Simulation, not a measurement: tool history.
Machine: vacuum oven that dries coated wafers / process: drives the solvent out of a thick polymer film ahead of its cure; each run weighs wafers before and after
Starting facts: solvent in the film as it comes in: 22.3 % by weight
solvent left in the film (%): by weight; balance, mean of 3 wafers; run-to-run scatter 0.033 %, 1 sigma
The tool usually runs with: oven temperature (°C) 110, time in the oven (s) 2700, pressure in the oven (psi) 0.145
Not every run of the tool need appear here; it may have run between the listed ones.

Run 1, hour 0.0: usual settings. Result: solvent left in the film (%) 4.39.
Run 2, hour 41.5: usual settings but pressure in the oven (psi) 0.077. Result: solvent left in the film (%) 4.05.
Run 3, hour 75.1: usual settings but pressure in the oven (psi) 0.189. Result: solvent left in the film (%) 4.64.
Run 4, hour 115.9: usual settings but oven temperature (°C) 98. Result: solvent left in the film (%) 8.39.
Run 5, hour 162.4: usual settings but oven temperature (°C) 98. Result: solvent left in the film (%) 8.36.
Run 6, hour 205.3: usual settings. Result: solvent left in the film (%) 4.49.
Run 7, hour 229.9: usual settings. Result: solvent left in the film (%) 4.46.
Run 8, hour 263.4: usual settings but oven temperature (°C) 98. Result: solvent left in the film (%) 8.45.
Run 9, hour 295.4: usual settings but oven temperature (°C) 98. Result: solvent left in the film (%) 8.43.
Run 10, hour 333.6: usual settings but pressure in the oven (psi) 0.226. Result: solvent left in the film (%) 4.85.
Run 11, hour 366.0: usual settings but pressure in the oven (psi) 0.226. Result: solvent left in the film (%) 4.89.
Run 12, hour 405.4: usual settings but pressure in the oven (psi) 0.515. Result: solvent left in the film (%) 6.23.
Run 13, hour 442.9: usual settings but time in the oven (s) 2040. Result: solvent left in the film (%) 6.21.
Run 14, hour 469.4: usual settings but oven temperature (°C) 118. Result: solvent left in the film (%) 2.49.
Run 15, hour 503.3: usual settings but oven temperature (°C) 118. Result: solvent left in the film (%) 2.43.
Run 16, hour 543.0: usual settings. Result: solvent left in the film (%) 4.56.
At hour 549.1: oven's thermocouples calibrated.
Run 17, hour 576.8: usual settings. Result: solvent left in the film (%) 4.57.
Run 18, hour 615.3: usual settings. Result: solvent left in the film (%) 4.60.
Run 19, hour 642.2: usual settings but time in the oven (s) 2160. Result: solvent left in the film (%) 5.89.
Run 20, hour 680.3: usual settings but time in the oven (s) 2160. Result: solvent left in the film (%) 6.00.
Run 21, hour 710.6: usual settings but time in the oven (s) 2160. Result: solvent left in the film (%) 5.92.
Run 22, hour 734.8: usual settings but time in the oven (s) 2160. Result: solvent left in the film (%) 6.00.
Run 23, hour 765.7: usual settings but time in the oven (s) 2160. Result: solvent left in the film (%) 5.97.
At hour 783.7: oven's thermocouples calibrated, once more.
Run 24, hour 807.0: usual settings. Result: solvent left in the film (%) 4.30.
Run 25, hour 838.3: usual settings. Result: solvent left in the film (%) 4.31.
Run 26, hour 862.6: usual settings but time in the oven (s) 3540, pressure in the oven (psi) 0.081. Result: solvent left in the film (%) 2.61.
Run 27, hour 889.7: usual settings but oven temperature (°C) 124, time in the oven (s) 3540, pressure in the oven (psi) 0.386. Result: solvent left in the film (%) 1.72.
Run 28, hour 918.6: usual settings but oven temperature (°C) 124, time in the oven (s) 3540, pressure in the oven (psi) 0.386. Result: solvent left in the film (%) 1.75.
Run 29, hour 937.8: usual settings but oven temperature (°C) 115, time in the oven (s) 3360, pressure in the oven (psi) 0.080. Result: solvent left in the film (%) 1.88.
Run 30, hour 959.1: usual settings but oven temperature (°C) 106, time in the oven (s) 1500. Result: solvent left in the film (%) 9.30.
Run 31, hour 994.9: usual settings but oven temperature (°C) 125, time in the oven (s) 1500, pressure in the oven (psi) 0.086. Result: solvent left in the film (%) 3.29.
Run 32, hour 1031.2: usual settings but oven temperature (°C) 125, time in the oven (s) 1500, pressure in the oven (psi) 0.086. Result: solvent left in the film (%) 3.32.
Run 33, hour 1060.1: usual settings but oven temperature (°C) 125, time in the oven (s) 1500, pressure in the oven (psi) 0.086. Result: solvent left in the film (%) 3.32.

Run 34 is up next; what results do you expect?
Run 34, hour 1101.0: usual settings but oven temperature (°C) 125, time in the oven (s) 3240, pressure in the oven (psi) 0.278. Result: solvent left in the film (%) ?.

Run 34 came out at solvent left in the film (%) 1.42.
Were there no unlogged condition in the tool, this run, its random variation unchanged, would have produced solvent left in the film (%) 1.32.
